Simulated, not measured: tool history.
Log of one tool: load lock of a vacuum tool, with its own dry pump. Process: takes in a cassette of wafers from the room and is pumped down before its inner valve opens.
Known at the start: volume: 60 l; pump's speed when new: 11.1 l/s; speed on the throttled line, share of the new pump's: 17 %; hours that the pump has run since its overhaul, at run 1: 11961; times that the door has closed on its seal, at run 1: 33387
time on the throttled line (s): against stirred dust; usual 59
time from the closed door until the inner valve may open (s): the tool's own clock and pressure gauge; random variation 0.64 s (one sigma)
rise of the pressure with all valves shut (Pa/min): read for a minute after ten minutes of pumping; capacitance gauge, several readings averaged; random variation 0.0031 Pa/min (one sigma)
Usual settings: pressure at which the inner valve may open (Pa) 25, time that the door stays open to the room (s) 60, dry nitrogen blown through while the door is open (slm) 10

run    hour  time on the throttled line (s)  pressure at which the inner valve may open (Pa)  time that the door stays open to the room (s)  dry nitrogen blown through while the door is open (slm)  hours that the pump has run since its overhaul  times that the door has closed on its seal  incoming humidity of the room's air, %  time from the closed door until the inner valve may open (s)  rise of the pressure with all valves shut (Pa/min)
  1     0.0                              59                                               25                                             60                                                       10                                           11961                                       33387                                    43.3                                                         100.2                                               0.154
  2   172.5                              59                                               25                                             60                                                       10                                           12134                                       34015                                    42.2                                                         100.4                                               0.155
  3   509.1                              65                                               25                                             60                                                       10                                           12470                                       35239                                    44.4                                                         104.9                                               0.165
  4   812.6                              43                                               25                                             60                                                       10                                           12774                                       36343                                    44.8                                                          87.3                                               0.171
  5  1101.6                              59                                               25                                             60                                                        6                                           13063                                       37395                                    43.9                                                         101.0                                               0.173
  6  1277.7                              59                                               25                                             60                                                        6                                           13239                                       38035                                    44.7                                                          99.2                                               0.186
  7  1447.4                              59                                               25                                             60                                                        6                                           13408                                       38653                                    44.9                                                         100.0                                               0.187
  8  1588.6                              59                                               25                                             60                                                        6                                           13550                                       39167                                    44.9                                                          99.6                                               0.187
  9  1797.6                              59                                               25                                             60                                                        6                                           13759                                       39927                                    45.2                                                         100.5                                               0.189
 10  2053.8                              59                                               25                                             60                                                        6                                           14015                                       40859                                    44.7                                                         101.6                                               0.196
 11  2358.6                              59                                               25                                             60                                                        6                                           14320                                       41968                                    48.4                                                         101.2                                               0.205
 12  2614.2                              36                                               25                                             70                                                       42                                           14575                                       42897                                    47.6                                                          82.2                                               0.186
 13  2823.7                              36                                               25                                             70                                                       42                                           14785                                       43660                                    45.6                                                          83.0                                               0.186
 14  3073.3                              39                                               29                                             55                                                        5                                           15034                                       44568                                    49.7                                                          84.5                                               0.220
 15  3400.3                              59                                               49                                             60                                                       10                                           15361                                       45757                                    43.9                                                          97.4                                               0.209
 16  3746.0                              36                                               38                                             97                                                        7                                           15707                                       47015                                    46.0                                                          80.4                                               0.254
 17  3939.5                              59                                               43                                            193                                                       10                                           15901                                       47719                                    42.0                                                          98.1                                               0.294
 18  4147.6                              48                                               49                                            117                                                       10                                           16109                                       48476                                    42.3                                                          88.4                                               0.264
 19  4461.0                              48                                               49                                            117                                                       10                                           16422                                       49616                                    48.4                                                          88.2                                               0.282
 20  4733.3                              59                                               25                                            182                                                       10                                           16694                                       50607                                    45.3                                                         102.9                                               0.310
 21  5038.4                              50                                               18                                             62                                                       10                                           16999                                       51717                                    45.1                                                          97.5                                               0.257

Forecast each of these 4 alternatives for the next run:
  A  5308.4                              80                                               25                                             60                                                       10                                           17269                                       52699                                    44.9                                                             ?                                                   ?
  B  5308.4                              50                                               23                                             62                                                       10                                           17269                                       52699                                    42.1                                                             ?                                                   ?
  C  5308.4                              50                                               25                                             62                                                       22                                           17269                                       52699                                    43.6                                                             ?                                                   ?
  D  5308.4                              50                                               18                                            230                                                       10                                           17269                                       52699                                    44.8                                                             ?                                                   ?

run  time from the closed door until the inner valve may open (s)  rise of the pressure with all valves shut (Pa/min)
  A                                                         118.7                                               0.265
  B                                                          95.8                                               0.247
  C                                                          95.4                                               0.242
  D                                                          97.9                                               0.344
Without the tool's hidden state the same runs would have given:
run  time from the closed door until the inner valve may open (s)  rise of the pressure with all valves shut (Pa/min)
  A                                                         110.9                                               0.062
  B                                                          86.5                                               0.050
  C                                                          86.3                                               0.044
  D                                                          88.2                                               0.142
